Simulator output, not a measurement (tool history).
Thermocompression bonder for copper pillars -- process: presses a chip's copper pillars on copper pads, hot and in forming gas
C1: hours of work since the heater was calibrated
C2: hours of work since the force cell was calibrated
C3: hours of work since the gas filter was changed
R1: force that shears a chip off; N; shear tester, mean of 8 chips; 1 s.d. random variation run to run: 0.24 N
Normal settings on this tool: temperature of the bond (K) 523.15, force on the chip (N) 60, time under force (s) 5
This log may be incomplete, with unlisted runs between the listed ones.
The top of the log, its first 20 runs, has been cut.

Run 21, day 6.212: usual settings but temperature of the bond (K) 504.15; C1 18; C2 168; C3 100. Result: R1 38.9 N.
Run 22, day 6.542: usual settings but temperature of the bond (K) 534.15, force on the chip (N) 80, time under force (s) 3; C1 24; C2 174; C3 106. Result: R1 50.5 N.
Run 23, day 6.788: usual settings but temperature of the bond (K) 493.15, force on the chip (N) 50, time under force (s) 8; C1 29; C2 178; C3 110. Result: R1 37.2 N.
At day 6.904: heater calibrated with a thermocouple chip, once more.
Run 24, day 7.262: usual settings but temperature of the bond (K) 529.15, force on the chip (N) 50, time under force (s) 8; C1 6; C2 185; C3 117. Result: R1 46.6 N.
Run 25, day 7.475: usual settings but temperature of the bond (K) 529.15, force on the chip (N) 68, time under force (s) 8; C1 10; C2 189; C3 121. Result: R1 53.5 N.
Run 26, day 7.767: usual settings but temperature of the bond (K) 498.15, time under force (s) 4; C1 15; C2 194; C3 126. Result: R1 27.6 N.
Run 27, day 8.083: usual settings but temperature of the bond (K) 498.15, force on the chip (N) 65; C1 21; C2 200; C3 132. Result: R1 31.6 N.
Run 28, day 8.329: usual settings but temperature of the bond (K) 508.15, force on the chip (N) 73; C1 25; C2 204; C3 136. Result: R1 38.1 N.
Run 29, day 8.608: usual settings but temperature of the bond (K) 494.15, time under force (s) 3; C1 30; C2 209; C3 141. Result: R1 23.0 N.
Run 30, day 9.012: usual settings but temperature of the bond (K) 494.15, time under force (s) 3; C1 37; C2 216; C3 148. Result: R1 23.3 N.
At day 9.217: forming gas filter changed.
Run 31, day 9.421: usual settings but temperature of the bond (K) 494.15, time under force (s) 3; C1 44; C2 223; C3 4. Result: R1 24.6 N.
Run 32, day 9.629: usual settings but temperature of the bond (K) 519.15, force on the chip (N) 38, time under force (s) 15; C1 48; C2 227; C3 7. Result: R1 47.6 N.
Run 33, day 10.029: usual settings but temperature of the bond (K) 537.15, force on the chip (N) 52, time under force (s) 8; C1 55; C2 234; C3 14. Result: R1 53.4 N.
Run 34, day 10.392: usual settings but temperature of the bond (K) 550.15, force on the chip (N) 68, time under force (s) 6; C1 62; C2 241; C3 21. Result: R1 60.6 N.
Run 35, day 10.829: usual settings but time under force (s) 13; C1 69; C2 248; C3 29. Result: R1 57.5 N.
Run 36, day 11.117: usual settings but temperature of the bond (K) 507.15, force on the chip (N) 54; C1 74; C2 253; C3 34. Result: R1 33.8 N.
Run 37, day 11.550: usual settings but temperature of the bond (K) 507.15, force on the chip (N) 39; C1 82; C2 261; C3 41. Result: R1 28.4 N.
Run 38, day 11.821: usual settings but temperature of the bond (K) 519.15, time under force (s) 15; C1 87; C2 266; C3 46. Result: R1 58.0 N.
Run 39, day 12.100: usual settings but temperature of the bond (K) 552.15, force on the chip (N) 72, time under force (s) 6; C1 92; C2 271; C3 51. Result: R1 62.1 N.

Predict each of these 3 candidate next runs independently; none follows another, all start after run 39:
Run A, day 12.454: usual settings but force on the chip (N) 66, time under force (s) 12; C1 98; C2 277; C3 57. Result: R1 ?.
Run B, day 12.454: usual settings but temperature of the bond (K) 530.15, force on the chip (N) 49, time under force (s) 12; C1 98; C2 277; C3 57. Result: R1 ?.
Run C, day 12.454: usual settings but temperature of the bond (K) 542.15, time under force (s) 3; C1 98; C2 277; C3 57. Result: R1 ?.

run    R1
  A  57.8
  B  55.4
  C  43.3
What these runs would have given with no unlogged condition in the tool:
run    R1
  A  57.7
  B  55.2
  C  43.0

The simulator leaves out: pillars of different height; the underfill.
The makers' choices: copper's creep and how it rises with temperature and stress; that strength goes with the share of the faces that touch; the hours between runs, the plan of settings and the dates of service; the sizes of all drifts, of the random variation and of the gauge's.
